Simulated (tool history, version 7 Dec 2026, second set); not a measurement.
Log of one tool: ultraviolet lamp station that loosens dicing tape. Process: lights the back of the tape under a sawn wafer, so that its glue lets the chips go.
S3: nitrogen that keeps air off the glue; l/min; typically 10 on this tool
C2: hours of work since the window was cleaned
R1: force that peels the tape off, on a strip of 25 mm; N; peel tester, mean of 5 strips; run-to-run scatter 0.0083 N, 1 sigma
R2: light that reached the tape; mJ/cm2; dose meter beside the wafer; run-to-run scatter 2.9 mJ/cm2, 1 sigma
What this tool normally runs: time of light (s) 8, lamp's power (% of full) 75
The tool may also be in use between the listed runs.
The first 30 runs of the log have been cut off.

{"run": 31, "hour": 1223.9, "time of light (s)": 10, "lamp's power (% of full)": 75, "S3": 10, "hours of work of the lamp": 1346, "C2": 332, "R1": 0.362, "R2": 395}
{"run": 32, "hour": 1253.3, "time of light (s)": 14, "lamp's power (% of full)": 86, "S3": 10, "hours of work of the lamp": 1367, "C2": 353, "R1": 0.207, "R2": 627}
{"run": 33, "hour": 1284.9, "time of light (s)": 6, "lamp's power (% of full)": 95, "S3": 4, "hours of work of the lamp": 1390, "C2": 376, "R1": 0.878, "R2": 294}
{"run": 34, "hour": 1317.5, "time of light (s)": 8, "lamp's power (% of full)": 90, "S3": 12, "hours of work of the lamp": 1413, "C2": 399, "R1": 0.385, "R2": 373}
{"run": 35, "hour": 1358.5, "time of light (s)": 16, "lamp's power (% of full)": 75, "S3": 10, "hours of work of the lamp": 1443, "C2": 428, "R1": 0.208, "R2": 610}
{"run": 36, "hour": 1412.3, "time of light (s)": 6, "lamp's power (% of full)": 62, "S3": 4, "hours of work of the lamp": 1481, "C2": 467, "R1": 1.424, "R2": 187}
{"run": 37, "hour": 1449.2, "time of light (s)": 6, "lamp's power (% of full)": 62, "S3": 11, "hours of work of the lamp": 1507, "C2": 493, "R1": 1.002, "R2": 186}
{"run": 38, "hour": 1489.2, "time of light (s)": 6, "lamp's power (% of full)": 62, "S3": 11, "hours of work of the lamp": 1536, "C2": 522, "R1": 1.023, "R2": 184}
{"run": 39, "hour": 1517.1, "time of light (s)": 6, "lamp's power (% of full)": 78, "S3": 10, "hours of work of the lamp": 1556, "C2": 542, "R1": 0.815, "R2": 230}
{"run": 40, "hour": 1541.4, "time of light (s)": 8, "lamp's power (% of full)": 78, "S3": 10, "hours of work of the lamp": 1573, "C2": 559, "R1": 0.559, "R2": 303}
{"run": 41, "hour": 1589.8, "time of light (s)": 5, "lamp's power (% of full)": 60, "S3": 3, "hours of work of the lamp": 1608, "C2": 594, "R1": 1.884, "R2": 143}
{"hour": 1625.1, "done": "lamp changed"}
{"run": 42, "hour": 1641.0, "time of light (s)": 4, "lamp's power (% of full)": 88, "S3": 7, "hours of work of the lamp": 11, "C2": 629, "R1": 0.954, "R2": 223}

Alternative continuations, all from the tool just after run 42; predict every row:
{"hour": 1675.3, "done": "window cleaned of glue's vapour"}
{"run": "A", "hour": 1694.1, "time of light (s)": 9, "lamp's power (% of full)": 74, "S3": 4, "hours of work of the lamp": 49, "C2": 13, "R1": "?", "R2": "?"}
{"hour": 1675.3, "done": "window cleaned of glue's vapour"}
{"run": "B", "hour": 1694.1, "time of light (s)": 10, "lamp's power (% of full)": 63, "S3": 7, "hours of work of the lamp": 49, "C2": 13, "R1": "?", "R2": "?"}
{"hour": 1675.3, "done": "window cleaned of glue's vapour"}
{"run": "C", "hour": 1694.1, "time of light (s)": 8, "lamp's power (% of full)": 82, "S3": 18, "hours of work of the lamp": 49, "C2": 13, "R1": "?", "R2": "?"}
{"hour": 1675.3, "done": "window cleaned of glue's vapour"}
{"run": "D", "hour": 1694.1, "time of light (s)": 14, "lamp's power (% of full)": 68, "S3": 13, "hours of work of the lamp": 49, "C2": 13, "R1": "?", "R2": "?"}

run=A R1=0.5 R2=465
run=B R1=0.387 R2=444
run=C R1=0.227 R2=460
run=D R1=0.191 R2=668
The same runs, with their run-to-run variation unchanged, on a tool lacking any hidden condition would have given:
run=A R1=0.491 R2=471
run=B R1=0.379 R2=450
run=C R1=0.223 R2=465
run=D R1=0.19 R2=677

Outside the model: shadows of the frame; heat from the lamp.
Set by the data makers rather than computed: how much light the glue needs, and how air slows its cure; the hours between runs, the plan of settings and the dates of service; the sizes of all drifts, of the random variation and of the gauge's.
